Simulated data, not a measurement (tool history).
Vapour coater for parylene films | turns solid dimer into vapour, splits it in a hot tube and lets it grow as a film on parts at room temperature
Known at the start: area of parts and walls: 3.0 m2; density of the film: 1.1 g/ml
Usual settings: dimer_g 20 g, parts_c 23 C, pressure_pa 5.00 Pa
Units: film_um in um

{"run": 1, "hour": 0.0, "dimer_g": 20, "parts_c": 23, "pressure_pa": 5.0, "film_um": 3.87}
{"run": 2, "hour": 32.9, "dimer_g": 20, "parts_c": 23, "pressure_pa": 5.0, "film_um": 3.78}
{"run": 3, "hour": 72.3, "dimer_g": 20, "parts_c": 23, "pressure_pa": 5.0, "film_um": 3.69}
{"run": 4, "hour": 98.9, "dimer_g": 14, "parts_c": 23, "pressure_pa": 5.0, "film_um": 2.52}
{"run": 5, "hour": 150.9, "dimer_g": 20, "parts_c": 23, "pressure_pa": 9.28, "film_um": 3.21}
{"run": 6, "hour": 174.9, "dimer_g": 20, "parts_c": 23, "pressure_pa": 9.28, "film_um": 3.17}
{"run": 7, "hour": 231.8, "dimer_g": 20, "parts_c": 20, "pressure_pa": 5.0, "film_um": 3.54}
{"run": 8, "hour": 277.6, "dimer_g": 20, "parts_c": 20, "pressure_pa": 5.0, "film_um": 3.51}
{"hour": 318.9, "done": "trap's valve overhauled"}
{"run": 9, "hour": 334.0, "dimer_g": 11, "parts_c": 20, "pressure_pa": 5.0, "film_um": 2.21}
{"run": 10, "hour": 371.7, "dimer_g": 20, "parts_c": 17, "pressure_pa": 5.0, "film_um": 4.1}
{"run": 11, "hour": 431.4, "dimer_g": 20, "parts_c": 17, "pressure_pa": 5.0, "film_um": 3.93}
{"run": 12, "hour": 484.5, "dimer_g": 20, "parts_c": 17, "pressure_pa": 5.0, "film_um": 3.9}
{"run": 13, "hour": 516.0, "dimer_g": 29, "parts_c": 23, "pressure_pa": 5.0, "film_um": 5.01}
{"run": 14, "hour": 551.5, "dimer_g": 20, "parts_c": 23, "pressure_pa": 5.0, "film_um": 3.39}
{"run": 15, "hour": 591.0, "dimer_g": 20, "parts_c": 23, "pressure_pa": 5.0, "film_um": 3.36}
{"run": 16, "hour": 625.7, "dimer_g": 20, "parts_c": 23, "pressure_pa": 5.0, "film_um": 3.33}
{"hour": 637.6, "done": "trap's valve overhauled"}
{"run": 17, "hour": 677.2, "dimer_g": 20, "parts_c": 23, "pressure_pa": 5.0, "film_um": 3.71}
{"run": 18, "hour": 706.9, "dimer_g": 20, "parts_c": 23, "pressure_pa": 5.0, "film_um": 3.63}
{"run": 19, "hour": 763.0, "dimer_g": 20, "parts_c": 23, "pressure_pa": 5.44, "film_um": 3.53}
{"run": 20, "hour": 794.1, "dimer_g": 20, "parts_c": 23, "pressure_pa": 7.73, "film_um": 3.3}
{"hour": 812.2, "done": "table's thermometer calibrated"}
{"run": 21, "hour": 833.6, "dimer_g": 16, "parts_c": 23, "pressure_pa": 7.73, "film_um": 2.64}
{"run": 22, "hour": 884.0, "dimer_g": 16, "parts_c": 23, "pressure_pa": 7.73, "film_um": 2.56}
{"run": 23, "hour": 911.9, "dimer_g": 16, "parts_c": 23, "pressure_pa": 7.73, "film_um": 2.59}
{"hour": 955.9, "done": "trap's valve overhauled"}
{"run": 24, "hour": 961.2, "dimer_g": 20, "parts_c": 23, "pressure_pa": 2.94, "film_um": 4.22}
{"run": 25, "hour": 1000.4, "dimer_g": 20, "parts_c": 23, "pressure_pa": 11.61, "film_um": 3.35}
{"run": 26, "hour": 1026.4, "dimer_g": 11, "parts_c": 23, "pressure_pa": 6.71, "film_um": 1.99}
{"run": 27, "hour": 1085.0, "dimer_g": 11, "parts_c": 23, "pressure_pa": 6.71, "film_um": 1.96}
{"run": 28, "hour": 1138.0, "dimer_g": 19, "parts_c": 23, "pressure_pa": 4.43, "film_um": 3.43}
{"run": 29, "hour": 1162.0, "dimer_g": 19, "parts_c": 23, "pressure_pa": 4.43, "film_um": 3.4}
{"run": 30, "hour": 1188.0, "dimer_g": 19, "parts_c": 23, "pressure_pa": 4.43, "film_um": 3.32}
{"run": 31, "hour": 1214.4, "dimer_g": 19, "parts_c": 23, "pressure_pa": 4.09, "film_um": 3.32}
{"run": 32, "hour": 1266.0, "dimer_g": 19, "parts_c": 23, "pressure_pa": 4.09, "film_um": 3.2}
{"hour": 1273.5, "done": "trap's valve overhauled"}
{"run": 33, "hour": 1294.7, "dimer_g": 19, "parts_c": 23, "pressure_pa": 4.09, "film_um": 3.72}
{"run": 34, "hour": 1320.6, "dimer_g": 13, "parts_c": 22, "pressure_pa": 4.09, "film_um": 2.55}
{"run": 35, "hour": 1355.2, "dimer_g": 34, "parts_c": 17, "pressure_pa": 5.0, "film_um": 6.9}
{"run": 36, "hour": 1396.2, "dimer_g": 28, "parts_c": 30, "pressure_pa": 6.66, "film_um": 4.36}
{"run": 37, "hour": 1453.6, "dimer_g": 28, "parts_c": 30, "pressure_pa": 6.66, "film_um": 4.21}
{"run": 38, "hour": 1500.7, "dimer_g": 13, "parts_c": 18, "pressure_pa": 3.84, "film_um": 2.5}
{"run": 39, "hour": 1544.6, "dimer_g": 13, "parts_c": 18, "pressure_pa": 3.84, "film_um": 2.37}
{"run": 40, "hour": 1575.9, "dimer_g": 22, "parts_c": 17, "pressure_pa": 7.52, "film_um": 3.8}
{"hour": 1592.3, "done": "trap's valve overhauled"}
{"run": 41, "hour": 1618.6, "dimer_g": 10, "parts_c": 22, "pressure_pa": 5.0, "film_um": 1.94}
{"run": 42, "hour": 1659.6, "dimer_g": 15, "parts_c": 23, "pressure_pa": 8.91, "film_um": 2.54}
{"run": 43, "hour": 1700.0, "dimer_g": 15, "parts_c": 23, "pressure_pa": 8.91, "film_um": 2.49}
{"run": 44, "hour": 1751.7, "dimer_g": 35, "parts_c": 19, "pressure_pa": 5.0, "film_um": 6.68}
{"run": 45, "hour": 1802.9, "dimer_g": 35, "parts_c": 19, "pressure_pa": 5.0, "film_um": 6.48}
{"run": 46, "hour": 1830.1, "dimer_g": 17, "parts_c": 19, "pressure_pa": 3.15, "film_um": 3.28}
{"run": 47, "hour": 1858.3, "dimer_g": 19, "parts_c": 23, "pressure_pa": 2.07, "film_um": 3.64}

Forecast each of these 3 alternatives for the next run:
{"run": "A", "hour": 1898.7, "dimer_g": 19, "parts_c": 28, "pressure_pa": 4.72, "film_um": "?"}
{"run": "B", "hour": 1898.7, "dimer_g": 19, "parts_c": 23, "pressure_pa": 3.32, "film_um": "?"}
{"run": "C", "hour": 1898.7, "dimer_g": 20, "parts_c": 22, "pressure_pa": 5.98, "film_um": "?"}

run=A film_um=2.95
run=B film_um=3.32
run=C film_um=3.26
Without the tool's hidden state the same runs would have given:
run=A film_um=3.48
run=B film_um=3.91
run=C film_um=3.85
